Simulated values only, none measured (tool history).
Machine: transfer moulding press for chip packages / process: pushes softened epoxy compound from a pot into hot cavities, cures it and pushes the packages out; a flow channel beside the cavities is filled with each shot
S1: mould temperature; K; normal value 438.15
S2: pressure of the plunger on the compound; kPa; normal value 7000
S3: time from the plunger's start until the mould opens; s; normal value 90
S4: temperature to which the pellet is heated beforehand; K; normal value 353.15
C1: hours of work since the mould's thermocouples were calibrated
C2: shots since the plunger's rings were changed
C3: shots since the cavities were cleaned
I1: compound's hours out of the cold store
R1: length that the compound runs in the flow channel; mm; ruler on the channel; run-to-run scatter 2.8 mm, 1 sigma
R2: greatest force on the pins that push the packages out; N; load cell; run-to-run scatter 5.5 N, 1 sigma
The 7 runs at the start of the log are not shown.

run 8 hour=103 | S1=438.15 S2=7000 S3=90 S4=353.15 | C1=84 C2=3023 C3=828 | I1=30.9 | R1=604 R2=197
run 9 hour=115 | S1=438.15 S2=7000 S3=90 S4=353.15 | C1=89 C2=3115 C3=920 | I1=14.8 | R1=651 R2=191
run 10 hour=129.2 | S1=438.15 S2=7000 S3=90 S4=353.15 | C1=95 C2=3225 C3=1030 | I1=19.6 | R1=644 R2=202
-- hour=140.9 plunger's sealing rings changed
-- hour=142.4 cavities cleaned with cleaning compound and waxed
run 11 hour=149 | S1=438.15 S2=5830 S3=90 S4=353.15 | C1=101 C2=52 C3=52 | I1=30.9 | R1=548 R2=184
run 12 hour=164.6 | S1=438.15 S2=7000 S3=90 S4=353.15 | C1=108 C2=173 C3=173 | I1=35.1 | R1=591 R2=191
run 13 hour=175.8 | S1=438.15 S2=7000 S3=90 S4=353.15 | C1=113 C2=259 C3=259 | I1=31.1 | R1=602 R2=194
run 14 hour=192 | S1=438.15 S2=7000 S3=90 S4=344.15 | C1=119 C2=384 C3=384 | I1=31.2 | R1=605 R2=186
run 15 hour=208 | S1=438.15 S2=7000 S3=90 S4=344.15 | C1=126 C2=508 C3=508 | I1=32.6 | R1=605 R2=189
run 16 hour=215.4 | S1=438.15 S2=7830 S3=108 S4=353.15 | C1=129 C2=565 C3=565 | I1=31.6 | R1=636 R2=182
run 17 hour=222.6 | S1=438.15 S2=7830 S3=108 S4=353.15 | C1=132 C2=621 C3=621 | I1=40.3 | R1=611 R2=188
run 18 hour=235.9 | S1=438.15 S2=5640 S3=108 S4=353.15 | C1=137 C2=724 C3=724 | I1=16.6 | R1=588 R2=178
run 19 hour=251.1 | S1=442.15 S2=7460 S3=90 S4=362.15 | C1=144 C2=841 C3=841 | I1=16.7 | R1=650 R2=183
run 20 hour=266.4 | S1=442.15 S2=7460 S3=90 S4=346.15 | C1=150 C2=959 C3=959 | I1=37.8 | R1=585 R2=180
run 21 hour=275 | S1=444.15 S2=5500 S3=90 S4=358.15 | C1=154 C2=1025 C3=1025 | I1=46.4 | R1=478 R2=178
-- hour=285.8 cavities cleaned with cleaning compound and waxed
run 22 hour=293.4 | S1=444.15 S2=5500 S3=106 S4=352.15 | C1=161 C2=1156 C3=59 | I1=33.1 | R1=515 R2=167
run 23 hour=308.7 | S1=441.15 S2=8510 S3=94 S4=352.15 | C1=167 C2=1274 C3=177 | I1=20.4 | R1=686 R2=174
run 24 hour=323 | S1=430.15 S2=7000 S3=110 S4=352.15 | C1=173 C2=1385 C3=288 | I1=45 | R1=595 R2=203
run 25 hour=338.5 | S1=430.15 S2=7000 S3=110 S4=352.15 | C1=179 C2=1505 C3=408 | I1=35.4 | R1=617 R2=206
run 26 hour=346.7 | S1=433.15 S2=5820 S3=110 S4=349.15 | C1=183 C2=1568 C3=471 | I1=21.9 | R1=597 R2=193
run 27 hour=359.8 | S1=438.15 S2=8200 S3=90 S4=353.15 | C1=188 C2=1669 C3=572 | I1=12.3 | R1=723 R2=198
run 28 hour=367.9 | S1=437.15 S2=8170 S3=101 S4=358.15 | C1=191 C2=1732 C3=635 | I1=28.8 | R1=660 R2=190
run 29 hour=381.1 | S1=437.15 S2=8060 S3=78 S4=353.15 | C1=197 C2=1834 C3=737 | I1=16.1 | R1=705 R2=248
run 30 hour=395.1 | S1=442.15 S2=8410 S3=91 S4=351.15 | C1=203 C2=1942 C3=845 | I1=28.2 | R1=655 R2=176

What if the next run were any one of these 3? Each begins from the tool's condition after run 30:
run A hour=406.8 | S1=430.15 S2=7000 S3=122 S4=356.15 | C1=208 C2=2033 C3=936 | I1=40.3 | R1=? R2=?
run B hour=406.8 | S1=442.15 S2=8410 S3=112 S4=360.15 | C1=208 C2=2033 C3=936 | I1=15 | R1=? R2=?
run C hour=406.8 | S1=438.15 S2=7300 S3=91 S4=351.15 | C1=208 C2=2033 C3=936 | I1=29 | R1=? R2=?

run=A R1=606 R2=195
run=B R1=698 R2=183
run=C R1=623 R2=196
Take away the tool's hidden state, keep each run's random variation, and the runs would have read:
run=A R1=607 R2=191
run=B R1=699 R2=180
run=C R1=624 R2=192

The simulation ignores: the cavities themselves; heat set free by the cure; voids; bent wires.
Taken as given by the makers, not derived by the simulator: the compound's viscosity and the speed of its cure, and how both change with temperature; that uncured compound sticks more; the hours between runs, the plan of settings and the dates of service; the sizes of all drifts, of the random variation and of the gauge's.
